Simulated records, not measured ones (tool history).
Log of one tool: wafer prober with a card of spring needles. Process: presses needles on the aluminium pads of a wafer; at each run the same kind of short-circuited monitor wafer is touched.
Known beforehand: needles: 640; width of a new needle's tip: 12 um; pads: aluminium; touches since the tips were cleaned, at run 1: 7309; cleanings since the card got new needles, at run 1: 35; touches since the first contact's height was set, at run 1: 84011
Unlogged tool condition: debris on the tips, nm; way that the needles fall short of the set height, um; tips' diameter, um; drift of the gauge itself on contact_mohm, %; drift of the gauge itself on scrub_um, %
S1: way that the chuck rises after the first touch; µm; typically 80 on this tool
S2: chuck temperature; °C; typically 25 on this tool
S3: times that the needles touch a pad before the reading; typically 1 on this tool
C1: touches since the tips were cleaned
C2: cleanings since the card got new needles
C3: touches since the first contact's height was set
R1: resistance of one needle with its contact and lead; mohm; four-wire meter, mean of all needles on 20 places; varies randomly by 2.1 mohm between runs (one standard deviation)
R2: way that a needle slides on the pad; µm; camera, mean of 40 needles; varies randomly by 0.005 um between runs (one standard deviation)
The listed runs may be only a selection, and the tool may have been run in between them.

run    hour  S1  S2  S3    C1  C2     C3   R1      R2
  1       0  80  25   1  7309  35  84011  305   9.813
        5.2  -- tips cleaned on abrasive film
       11.6  -- height of the first contact set anew
       29.4  -- tips cleaned on abrasive film
       52.4  -- tips cleaned on abrasive film
  2    53.9  80  25   1   562  38  16221  251   9.761
       77.6  -- tips cleaned on abrasive film
  3    92.3  80  25   1  5704  39  31034  296    9.75
      103.3  -- tips cleaned on abrasive film
      111.9  -- height of the first contact set anew, once more
      126.1  -- tips cleaned on abrasive film
  4   143.2  80  25   1  6592  41  12057  305   9.894
        149  -- tips cleaned on abrasive film
      170.7  -- tips cleaned on abrasive film
  5   187.1  80  25   1  6315  43  28903  302   9.871
      195.5  -- tips cleaned on abrasive film
      217.5  -- tips cleaned on abrasive film
  6   235.8  80  25   1  7074  45  47644  309   9.856
      241.1  -- tips cleaned on abrasive film
      265.6  -- tips cleaned on abrasive film
  7   276.8  80  25   1  4345  47  63383  292   9.826
      289.2  -- tips cleaned on abrasive film
      314.5  -- tips cleaned on abrasive film
  8   322.6  80  25   1  3155  49  80979  284   9.799
      336.9  -- tips cleaned on abrasive film
        341  -- height of the first contact set anew
  9   354.8  80  25   2  6789  50   5348  272   9.902
      359.8  -- tips cleaned on abrasive film
      385.8  -- tips cleaned on abrasive film
 10   386.2  80  25   2   176  52  17387  233   9.895
      407.7  -- tips cleaned on abrasive film
 11   423.1  80  73   1  5959  53  31591  305    9.88
      429.9  -- tips cleaned on abrasive film
        453  -- tips cleaned on abrasive film
 12   471.7  80  38   1  7234  55  50257  311   9.859
      474.9  -- tips cleaned on abrasive film
        498  -- tips cleaned on abrasive film
      521.2  -- tips cleaned on abrasive film
 13   525.7  80  38   1  1751  58  70971  274   9.831
        544  -- tips cleaned on abrasive film
      567.8  -- tips cleaned on abrasive film
 14   568.8  80  38   1   379  60  87529  248   9.804
      572.3  -- height of the first contact set anew
      589.9  -- tips cleaned on abrasive film
      612.7  -- tips cleaned on abrasive film
 15   614.2  80  38   1   577  62  16099  246   9.884
      636.2  -- tips cleaned on abrasive film
      659.1  -- tips cleaned on abrasive film
 16   661.2  80  29   2   805  64  34129  249   9.861
      681.9  -- tips cleaned on abrasive film
 17   696.5  80  29   2  5597  65  47709  274   9.849
      703.8  -- tips cleaned on abrasive film
      726.6  -- tips cleaned on abrasive film
 18   733.3  79  56   2  2577  67  61856  269   9.703
      748.4  -- tips cleaned on abrasive film
      772.6  -- tips cleaned on abrasive film
 19   784.8  79  56   2  4700  69  81649  276   9.677
      797.4  -- tips cleaned on abrasive film
      801.7  -- height of the first contact set anew
 20   818.7  62  38   1  8118  70   6558  353   7.681
      821.1  -- tips cleaned on abrasive film
      845.3  -- tips cleaned on abrasive film
 21   846.5  62  38   1   466  72  17198  270   7.651
      869.4  -- tips cleaned on abrasive film
      893.9  -- tips cleaned on abrasive film
 22   899.7  66  38   3  2260  74  37667  261   8.134
      916.7  -- tips cleaned on abrasive film
 23   929.7  98  45   2  5041  75  49203  264  12.083
      938.4  -- tips cleaned on abrasive film
      964.2  -- tips cleaned on abrasive film
 24   982.4  86  25   3  7003  77  69425  256   10.57
      986.2  -- tips cleaned on abrasive film
     1010.5  -- tips cleaned on abrasive film
 25    1012  66  64   3   600  79  80807  251   8.083
     1032.1  -- height of the first contact set anew
     1034.6  -- tips cleaned on abrasive film
     1057.2  -- tips cleaned on abrasive film
 26  1068.1  80  28   1  4214  81  13798  293   9.886
     1080.4  -- tips cleaned on abrasive film
 27    1100  80  28   1  7561  82  26068  311   9.872
       1104  -- tips cleaned on abrasive film
       1129  -- tips cleaned on abrasive film
 28  1131.8  80  73   2  1101  84  38270  260   9.852
     1152.6  -- tips cleaned on abrasive film
     1176.6  -- tips cleaned on abrasive film
 29  1179.2  82  99   1   999  86  56485  275  10.079
     1200.9  -- tips cleaned on abrasive film
 30  1204.2  82  99   1  1269  87  66075  276  10.067

Difference, measured minus no-hidden-state, one row per run. Run-to-run variation is common to both terms; the gauge's own scatter need not be:
run    R1      R2
  1   +73  -0.091
  2   +22  -0.142
  3   +67   -0.15
  4   +73  -0.011
  5   +73  -0.034
  6   +76   -0.06
  7   +65  -0.082
  8   +53  -0.105
  9   +45      +0
 10    +5  -0.019
 11   +65  -0.032
 12   +76   -0.05
 13   +39   -0.08
 14   +17  -0.102
 15   +17  -0.022
 16   +16  -0.043
 17   +43  -0.056
 18   +30  -0.079
 19   +40    -0.1
 20  +115      +0
 21   +29  -0.024
 22   +24  -0.045
 23   +29  -0.053
 24   +27  -0.076
 25   +11  -0.098
 26   +61   -0.02
 27   +82  -0.034
 28   +16  -0.053
 29   +28  -0.074
 30   +25  -0.084

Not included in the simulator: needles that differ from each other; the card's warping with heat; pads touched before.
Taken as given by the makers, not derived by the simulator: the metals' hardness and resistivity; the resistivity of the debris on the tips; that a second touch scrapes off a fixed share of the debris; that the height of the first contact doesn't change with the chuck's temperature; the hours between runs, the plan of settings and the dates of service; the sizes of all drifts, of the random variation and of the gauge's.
